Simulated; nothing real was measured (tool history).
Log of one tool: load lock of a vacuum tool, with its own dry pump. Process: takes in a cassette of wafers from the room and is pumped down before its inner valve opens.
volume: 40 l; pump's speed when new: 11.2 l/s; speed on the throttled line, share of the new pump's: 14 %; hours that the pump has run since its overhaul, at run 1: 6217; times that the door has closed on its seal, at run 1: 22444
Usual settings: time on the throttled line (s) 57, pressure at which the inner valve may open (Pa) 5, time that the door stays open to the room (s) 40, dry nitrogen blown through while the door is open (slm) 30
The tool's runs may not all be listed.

run	hour	time on the throttled line (s)	pressure at which the inner valve may open (Pa)	time that the door stays open to the room (s)	dry nitrogen blown through while the door is open (slm)	hours that the pump has run since its overhaul	times that the door has closed on its seal	incoming humidity of the room's air, %	time from the closed door until the inner valve may open (s)	rise of the pressure with all valves shut (Pa/min)
1	0.0	57	5	40	30	6217	22444	46.7	90.3	0.113
2	193.0	57	5	40	30	6410	23408	45.8	90.2	0.119
3	491.9	57	5	40	30	6709	24900	44.7	90.6	0.134
4	920.9	57	5	40	30	7138	27042	44.6	90.7	0.147
5	1221.5	57	5	40	30	7438	28543	43.8	90.4	0.155
6	1612.7	57	5	40	18	7830	30497	45.5	90.8	0.184
7	1927.7	57	5	40	30	8145	32070	47.3	91.8	0.185
8	2307.2	57	5	40	30	8524	33966	46.7	92.3	0.198
9	2641.1	86	5	40	30	8858	35633	46.8	115.9	0.210
10	2825.4	86	5	40	30	9042	36553	46.9	115.8	0.224
# hour 3159.3: dry pump taken out, an overhauled one fitted
11	3263.1	86	5	40	30	104	38710	46.7	109.7	0.246
12	3640.9	86	5	40	30	482	40596	42.7	108.7	0.263
13	3875.4	86	5	40	30	716	41767	50.3	110.2	0.277
14	4192.4	57	8	40	7	1033	43350	42.4	83.5	0.302
15	4485.2	57	7	68	18	1326	44813	44.2	84.7	0.307
# hour 4557.4: door's seal changed, seat wiped
16	4672.8	57	5	68	18	1512	577	42.1	85.7	0.018
17	5108.2	57	5	40	7	1947	2751	48.0	86.2	0.038
18	5353.9	91	5	56	8	2193	3979	42.6	114.1	0.036
19	5706.4	91	5	56	8	2546	5739	45.6	114.2	0.045

Run 20 comes next. What will it give?
20	6019.1	28	6	25	7	2858	7300	43.8	?	?

Run 20 gave time from the closed door until the inner valve may open (s) 61.4, rise of the pressure with all valves shut (Pa/min) 0.041.
Without the tool's hidden state the same run would have given time from the closed door until the inner valve may open (s) 59.7, rise of the pressure with all valves shut (Pa/min) 0.022.
